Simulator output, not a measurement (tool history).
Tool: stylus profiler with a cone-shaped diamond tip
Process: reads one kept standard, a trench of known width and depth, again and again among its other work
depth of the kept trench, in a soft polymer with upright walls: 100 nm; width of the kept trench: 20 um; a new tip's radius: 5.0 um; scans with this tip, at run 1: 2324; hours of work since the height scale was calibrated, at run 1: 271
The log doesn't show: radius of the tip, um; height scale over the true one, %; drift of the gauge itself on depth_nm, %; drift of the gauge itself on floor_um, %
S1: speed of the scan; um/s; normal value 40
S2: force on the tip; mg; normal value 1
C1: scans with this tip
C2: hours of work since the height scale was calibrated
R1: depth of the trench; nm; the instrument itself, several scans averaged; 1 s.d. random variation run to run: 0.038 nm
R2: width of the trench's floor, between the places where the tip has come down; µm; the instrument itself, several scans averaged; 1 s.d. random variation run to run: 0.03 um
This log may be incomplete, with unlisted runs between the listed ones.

run 1 hour=0 | S1=40 S2=1 | C1=2324 C2=271 | R1=100.89 R2=17.61
run 2 hour=10.8 | S1=40 S2=1 | C1=2386 C2=278 | R1=100.87 R2=17.61
run 3 hour=24.4 | S1=40 S2=1 | C1=2463 C2=287 | R1=100.91 R2=17.67
run 4 hour=39.2 | S1=40 S2=1 | C1=2548 C2=297 | R1=100.83 R2=17.62
run 5 hour=53.1 | S1=40 S2=0.52 | C1=2627 C2=306 | R1=100.53 R2=17.45
run 6 hour=62.8 | S1=40 S2=0.52 | C1=2682 C2=313 | R1=100.53 R2=17.54
run 7 hour=69.2 | S1=40 S2=0.52 | C1=2719 C2=317 | R1=100.48 R2=17.43
run 8 hour=80.6 | S1=40 S2=0.52 | C1=2784 C2=325 | R1=100.56 R2=17.47
run 9 hour=87.8 | S1=40 S2=1 | C1=2825 C2=329 | R1=100.91 R2=17.61
run 10 hour=99.8 | S1=40 S2=1 | C1=2894 C2=337 | R1=100.94 R2=17.58
run 11 hour=113.1 | S1=26 S2=0.73 | C1=2970 C2=346 | R1=100.69 R2=17.69
run 12 hour=126.2 | S1=10 S2=0.38 | C1=3045 C2=355 | R1=100.42 R2=17.8
run 13 hour=136.9 | S1=121 S2=2.35 | C1=3106 C2=362 | R1=101.63 R2=17.29
run 14 hour=147 | S1=22 S2=1.39 | C1=3164 C2=369 | R1=101.05 R2=17.78
run 15 hour=154.6 | S1=22 S2=1.39 | C1=3207 C2=374 | R1=101.15 R2=17.78
run 16 hour=167.6 | S1=27 S2=1.46 | C1=3281 C2=382 | R1=101.22 R2=17.71
run 17 hour=177.1 | S1=30 S2=1.32 | C1=3336 C2=389 | R1=101.09 R2=17.71
run 18 hour=189.5 | S1=144 S2=1.9 | C1=3407 C2=397 | R1=101.42 R2=17.05
run 19 hour=202.5 | S1=52 S2=0.63 | C1=3481 C2=406 | R1=100.69 R2=17.42
run 20 hour=215.7 | S1=20 S2=1.78 | C1=3557 C2=415 | R1=101.3 R2=17.77

What if the next run were any one of these 5? Each begins from the tool's condition after run 20:
run A hour=223.9 | S1=40 S2=1.53 | C1=3603 C2=420 | R1=? R2=?
run B hour=223.9 | S1=135 S2=0.91 | C1=3603 C2=420 | R1=? R2=?
run C hour=223.9 | S1=35 S2=1.78 | C1=3603 C2=420 | R1=? R2=?
run D hour=223.9 | S1=38 S2=0.77 | C1=3603 C2=420 | R1=? R2=?
run E hour=223.9 | S1=20 S2=2.74 | C1=3603 C2=420 | R1=? R2=?

run=A R1=101.13 R2=17.64
run=B R1=100.73 R2=16.78
run=C R1=101.23 R2=17.7
run=D R1=100.76 R2=17.55
run=E R1=101.85 R2=17.77
Take away the tool's hidden state, keep each run's random variation, and the runs would have read:
run=A R1=101.22 R2=17.76
run=B R1=100.82 R2=16.9
run=C R1=101.31 R2=17.82
run=D R1=100.84 R2=17.67
run=E R1=101.94 R2=17.89

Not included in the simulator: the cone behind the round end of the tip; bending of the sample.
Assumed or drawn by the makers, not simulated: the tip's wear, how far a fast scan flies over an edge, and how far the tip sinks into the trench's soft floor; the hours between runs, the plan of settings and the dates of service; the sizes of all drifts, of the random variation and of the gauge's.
